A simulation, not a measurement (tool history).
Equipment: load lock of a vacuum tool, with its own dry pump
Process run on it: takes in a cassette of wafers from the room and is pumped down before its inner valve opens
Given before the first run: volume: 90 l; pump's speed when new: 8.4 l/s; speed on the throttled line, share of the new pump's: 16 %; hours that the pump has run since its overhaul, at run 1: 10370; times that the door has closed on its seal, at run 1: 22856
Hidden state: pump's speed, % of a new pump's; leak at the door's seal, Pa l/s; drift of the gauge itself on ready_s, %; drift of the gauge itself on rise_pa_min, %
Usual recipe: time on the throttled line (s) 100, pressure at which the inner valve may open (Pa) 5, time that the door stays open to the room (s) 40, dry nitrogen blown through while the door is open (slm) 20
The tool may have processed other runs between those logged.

run	hour	time on the throttled line (s)	pressure at which the inner valve may open (Pa)	time that the door stays open to the room (s)	dry nitrogen blown through while the door is open (slm)	hours that the pump has run since its overhaul	times that the door has closed on its seal	incoming humidity of the room's air, %	time from the closed door until the inner valve may open (s)	rise of the pressure with all valves shut (Pa/min)
1	0.0	100	5	40	20	10370	22856	46.4	204.3	0.303
2	179.1	100	5	39	20	10549	23280	43.0	204.4	0.295
3	349.0	100	5	39	20	10719	23683	43.3	200.4	0.303
4	610.1	100	5	39	20	10980	24302	46.8	202.0	0.322
5	808.9	100	5	39	20	11179	24774	43.9	201.9	0.331
6	1036.3	100	5	39	20	11406	25313	42.9	204.1	0.335
7	1273.8	91	5	51	6	11644	25876	47.7	197.5	0.364
8	1474.8	94	5	51	6	11845	26352	45.9	196.5	0.370
9	1675.3	94	5	51	6	12045	26828	47.6	200.5	0.376

What will run 10 give?
10	1950.5	94	5	51	6	12320	27480	40.8	?	?

For run 10 the tool returned time from the closed door until the inner valve may open (s) 201.0, rise of the pressure with all valves shut (Pa/min) 0.396.
On a tool with no hidden condition, and with the same random variation, this run would have come out at time from the closed door until the inner valve may open (s) 187.1, rise of the pressure with all valves shut (Pa/min) 0.020.

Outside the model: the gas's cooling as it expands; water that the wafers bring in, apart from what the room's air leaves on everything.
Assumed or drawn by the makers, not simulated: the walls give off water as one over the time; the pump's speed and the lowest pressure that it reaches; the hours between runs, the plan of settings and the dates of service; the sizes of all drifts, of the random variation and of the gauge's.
